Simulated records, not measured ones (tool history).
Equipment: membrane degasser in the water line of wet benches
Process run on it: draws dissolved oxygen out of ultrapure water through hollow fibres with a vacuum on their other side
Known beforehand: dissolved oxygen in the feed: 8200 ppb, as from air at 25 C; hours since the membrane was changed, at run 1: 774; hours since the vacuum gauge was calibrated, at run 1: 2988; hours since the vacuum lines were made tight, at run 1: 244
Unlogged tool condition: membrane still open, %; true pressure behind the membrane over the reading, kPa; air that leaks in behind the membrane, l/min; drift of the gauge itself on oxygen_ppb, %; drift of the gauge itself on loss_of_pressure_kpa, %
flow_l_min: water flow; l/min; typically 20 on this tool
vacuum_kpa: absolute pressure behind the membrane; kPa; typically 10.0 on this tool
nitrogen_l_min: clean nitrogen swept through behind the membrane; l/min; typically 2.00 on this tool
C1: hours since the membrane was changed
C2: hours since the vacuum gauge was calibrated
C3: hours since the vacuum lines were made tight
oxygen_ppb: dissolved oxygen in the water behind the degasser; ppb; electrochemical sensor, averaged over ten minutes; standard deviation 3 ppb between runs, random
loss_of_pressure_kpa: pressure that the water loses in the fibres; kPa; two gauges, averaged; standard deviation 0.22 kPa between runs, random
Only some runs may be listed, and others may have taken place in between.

{"run": 1, "hour": 0.0, "flow_l_min": 20, "vacuum_kpa": 10.0, "nitrogen_l_min": 2.0, "C1": 774, "C2": 2988, "C3": 244, "oxygen_ppb": 300.1, "loss_of_pressure_kpa": 55.48}
{"run": 2, "hour": 255.4, "flow_l_min": 20, "vacuum_kpa": 10.0, "nitrogen_l_min": 2.0, "C1": 1030, "C2": 3243, "C3": 500, "oxygen_ppb": 299.8, "loss_of_pressure_kpa": 54.98}
{"run": 3, "hour": 434.3, "flow_l_min": 20, "vacuum_kpa": 10.0, "nitrogen_l_min": 2.0, "C1": 1209, "C2": 3422, "C3": 679, "oxygen_ppb": 302.7, "loss_of_pressure_kpa": 54.96}
{"run": 4, "hour": 572.6, "flow_l_min": 20, "vacuum_kpa": 10.0, "nitrogen_l_min": 2.0, "C1": 1347, "C2": 3560, "C3": 817, "oxygen_ppb": 302.4, "loss_of_pressure_kpa": 55.4}
{"run": 5, "hour": 866.6, "flow_l_min": 20, "vacuum_kpa": 10.0, "nitrogen_l_min": 2.0, "C1": 1641, "C2": 3854, "C3": 1111, "oxygen_ppb": 298.7, "loss_of_pressure_kpa": 55.02}
{"run": 6, "hour": 1146.5, "flow_l_min": 20, "vacuum_kpa": 10.0, "nitrogen_l_min": 2.0, "C1": 1921, "C2": 4134, "C3": 1391, "oxygen_ppb": 297.3, "loss_of_pressure_kpa": 54.63}
{"run": 7, "hour": 1358.0, "flow_l_min": 20, "vacuum_kpa": 10.0, "nitrogen_l_min": 2.0, "C1": 2132, "C2": 4346, "C3": 1602, "oxygen_ppb": 297.7, "loss_of_pressure_kpa": 54.52}
{"run": 8, "hour": 1492.4, "flow_l_min": 20, "vacuum_kpa": 10.0, "nitrogen_l_min": 2.0, "C1": 2267, "C2": 4480, "C3": 1737, "oxygen_ppb": 299.1, "loss_of_pressure_kpa": 54.88}
{"run": 9, "hour": 1627.5, "flow_l_min": 20, "vacuum_kpa": 10.0, "nitrogen_l_min": 2.0, "C1": 2402, "C2": 4615, "C3": 1872, "oxygen_ppb": 300.7, "loss_of_pressure_kpa": 54.6}
{"run": 10, "hour": 1802.0, "flow_l_min": 20, "vacuum_kpa": 10.0, "nitrogen_l_min": 2.0, "C1": 2576, "C2": 4790, "C3": 2046, "oxygen_ppb": 297.1, "loss_of_pressure_kpa": 54.88}
{"run": 11, "hour": 2049.6, "flow_l_min": 20, "vacuum_kpa": 10.0, "nitrogen_l_min": 2.0, "C1": 2824, "C2": 5038, "C3": 2294, "oxygen_ppb": 300.1, "loss_of_pressure_kpa": 54.47}
{"run": 12, "hour": 2184.1, "flow_l_min": 20, "vacuum_kpa": 10.0, "nitrogen_l_min": 1.54, "C1": 2958, "C2": 5172, "C3": 2429, "oxygen_ppb": 345.6, "loss_of_pressure_kpa": 54.08}
{"run": 13, "hour": 2390.2, "flow_l_min": 20, "vacuum_kpa": 10.0, "nitrogen_l_min": 1.54, "C1": 3164, "C2": 5378, "C3": 2635, "oxygen_ppb": 340.1, "loss_of_pressure_kpa": 54.28}
{"run": 14, "hour": 2629.8, "flow_l_min": 20, "vacuum_kpa": 10.0, "nitrogen_l_min": 1.54, "C1": 3404, "C2": 5618, "C3": 2874, "oxygen_ppb": 335.7, "loss_of_pressure_kpa": 54.45}
{"run": 15, "hour": 2849.9, "flow_l_min": 20, "vacuum_kpa": 10.0, "nitrogen_l_min": 1.54, "C1": 3624, "C2": 5838, "C3": 3094, "oxygen_ppb": 344.3, "loss_of_pressure_kpa": 54.58}
{"run": 16, "hour": 3024.3, "flow_l_min": 20, "vacuum_kpa": 10.0, "nitrogen_l_min": 2.0, "C1": 3799, "C2": 6012, "C3": 3269, "oxygen_ppb": 296.9, "loss_of_pressure_kpa": 54.14}
{"hour": 3133.1, "done": "vacuum gauge calibrated"}
{"run": 17, "hour": 3212.3, "flow_l_min": 20, "vacuum_kpa": 7.2, "nitrogen_l_min": 2.02, "C1": 3986, "C2": 79, "C3": 3456, "oxygen_ppb": 237.3, "loss_of_pressure_kpa": 54.22}
{"run": 18, "hour": 3408.5, "flow_l_min": 20, "vacuum_kpa": 7.2, "nitrogen_l_min": 2.02, "C1": 4182, "C2": 275, "C3": 3652, "oxygen_ppb": 239.8, "loss_of_pressure_kpa": 54.28}
{"run": 19, "hour": 3736.3, "flow_l_min": 22, "vacuum_kpa": 16.5, "nitrogen_l_min": 2.3, "C1": 4510, "C2": 603, "C3": 3980, "oxygen_ppb": 468.5, "loss_of_pressure_kpa": 59.37}
{"run": 20, "hour": 3996.3, "flow_l_min": 22, "vacuum_kpa": 23.7, "nitrogen_l_min": 2.18, "C1": 4770, "C2": 863, "C3": 4240, "oxygen_ppb": 633.5, "loss_of_pressure_kpa": 59.42}
{"hour": 4070.0, "done": "gauge calibrated"}
{"run": 21, "hour": 4134.1, "flow_l_min": 22, "vacuum_kpa": 23.7, "nitrogen_l_min": 2.18, "C1": 4908, "C2": 1001, "C3": 4378, "oxygen_ppb": 633.1, "loss_of_pressure_kpa": 60.66}
{"run": 22, "hour": 4283.6, "flow_l_min": 20, "vacuum_kpa": 10.0, "nitrogen_l_min": 5.58, "C1": 5057, "C2": 1150, "C3": 4528, "oxygen_ppb": 206.5, "loss_of_pressure_kpa": 54.89}
{"run": 23, "hour": 4578.3, "flow_l_min": 20, "vacuum_kpa": 10.0, "nitrogen_l_min": 5.58, "C1": 5352, "C2": 1445, "C3": 4822, "oxygen_ppb": 208.7, "loss_of_pressure_kpa": 55.02}
{"run": 24, "hour": 4770.5, "flow_l_min": 20, "vacuum_kpa": 19.7, "nitrogen_l_min": 1.54, "C1": 5544, "C2": 1637, "C3": 5014, "oxygen_ppb": 603.7, "loss_of_pressure_kpa": 55.13}
{"run": 25, "hour": 5084.8, "flow_l_min": 20, "vacuum_kpa": 19.7, "nitrogen_l_min": 1.54, "C1": 5859, "C2": 1952, "C3": 5329, "oxygen_ppb": 603.5, "loss_of_pressure_kpa": 54.66}
{"run": 26, "hour": 5294.1, "flow_l_min": 21, "vacuum_kpa": 13.7, "nitrogen_l_min": 3.27, "C1": 6068, "C2": 2161, "C3": 5538, "oxygen_ppb": 328.3, "loss_of_pressure_kpa": 57.65}
{"run": 27, "hour": 5554.0, "flow_l_min": 13, "vacuum_kpa": 6.4, "nitrogen_l_min": 2.06, "C1": 6328, "C2": 2421, "C3": 5798, "oxygen_ppb": 88.1, "loss_of_pressure_kpa": 35.77}
{"run": 28, "hour": 5861.6, "flow_l_min": 27, "vacuum_kpa": 16.6, "nitrogen_l_min": 4.05, "C1": 6635, "C2": 2728, "C3": 6106, "oxygen_ppb": 495.6, "loss_of_pressure_kpa": 73.73}
{"run": 29, "hour": 6082.2, "flow_l_min": 18, "vacuum_kpa": 10.0, "nitrogen_l_min": 0.9, "C1": 6856, "C2": 2949, "C3": 6326, "oxygen_ppb": 392.8, "loss_of_pressure_kpa": 49.07}
{"run": 30, "hour": 6327.5, "flow_l_min": 18, "vacuum_kpa": 16.0, "nitrogen_l_min": 0.9, "C1": 7101, "C2": 3194, "C3": 6571, "oxygen_ppb": 636.2, "loss_of_pressure_kpa": 49.02}
{"hour": 6611.5, "done": "seals of the vacuum lines changed"}
{"run": 31, "hour": 6656.6, "flow_l_min": 21, "vacuum_kpa": 6.0, "nitrogen_l_min": 4.4, "C1": 7428, "C2": 3521, "C3": 45, "oxygen_ppb": 200.8, "loss_of_pressure_kpa": 56.99}

Each run again, without the hidden state but with its own random variation kept:
run=1 loss_of_pressure_kpa=55.47
run=2 loss_of_pressure_kpa=55.05
run=3 loss_of_pressure_kpa=55.09
run=4 loss_of_pressure_kpa=55.58
run=5 loss_of_pressure_kpa=55.29
run=6 loss_of_pressure_kpa=54.98
run=7 loss_of_pressure_kpa=54.95
run=8 loss_of_pressure_kpa=55.34
run=9 loss_of_pressure_kpa=55.11
run=10 loss_of_pressure_kpa=55.45
run=11 loss_of_pressure_kpa=55.12
run=12 loss_of_pressure_kpa=54.76
run=13 loss_of_pressure_kpa=55.03
run=14 loss_of_pressure_kpa=55.28
run=15 loss_of_pressure_kpa=55.48
run=16 loss_of_pressure_kpa=55.10
run=17 loss_of_pressure_kpa=55.23
run=18 loss_of_pressure_kpa=55.36
run=19 loss_of_pressure_kpa=60.67
run=20 loss_of_pressure_kpa=60.81
run=21 loss_of_pressure_kpa=60.65
run=22 loss_of_pressure_kpa=54.92
run=23 loss_of_pressure_kpa=55.15
run=24 loss_of_pressure_kpa=55.32
run=25 loss_of_pressure_kpa=54.95
run=26 loss_of_pressure_kpa=58.02
run=27 loss_of_pressure_kpa=36.06
run=28 loss_of_pressure_kpa=74.45
run=29 loss_of_pressure_kpa=49.61
run=30 loss_of_pressure_kpa=49.64
run=31 loss_of_pressure_kpa=57.82
oxygen_ppb: at most 0.9 ppb away from the measurement, every run.
